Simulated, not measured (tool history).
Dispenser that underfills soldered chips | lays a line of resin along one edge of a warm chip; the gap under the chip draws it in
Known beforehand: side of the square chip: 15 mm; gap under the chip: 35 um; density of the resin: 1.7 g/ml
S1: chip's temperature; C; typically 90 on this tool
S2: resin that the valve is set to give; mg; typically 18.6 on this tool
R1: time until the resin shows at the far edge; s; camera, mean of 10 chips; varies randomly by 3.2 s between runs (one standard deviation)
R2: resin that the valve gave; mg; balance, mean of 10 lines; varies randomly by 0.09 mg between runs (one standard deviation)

run	hour	S1	S2	R1	R2
1	0	90	18.6	418	17.16
2	2.4	90	22.2	424.7	20.47
3	5.4	90	22.2	452.6	20.44
# hour 6.1: new syringe of resin
4	9.6	90	22.2	339.3	20.57
5	13.2	90	16.1	405.7	14.81
6	16.6	90	16.1	443.2	14.71
7	19.5	105	18.6	281.1	16.92
# hour 23: new syringe of resin
8	24.7	90	16.9	343.7	15.47
# hour 26.9: dispensing valve cleaned and set on the balance
9	29.7	90	18.6	364.6	18.61
10	33.6	90	18.6	388.3	18.43
11	38.5	90	18.6	447	18.51

Expected results for the next run?
# hour 41.1: new syringe of resin
12	41.1	90	18.6	?	?

R1: 318.8 s
R2: 18.57 mg
Minus the tool's unlogged condition, the same run would have read R1 325.4 s, R2 18.66 mg.
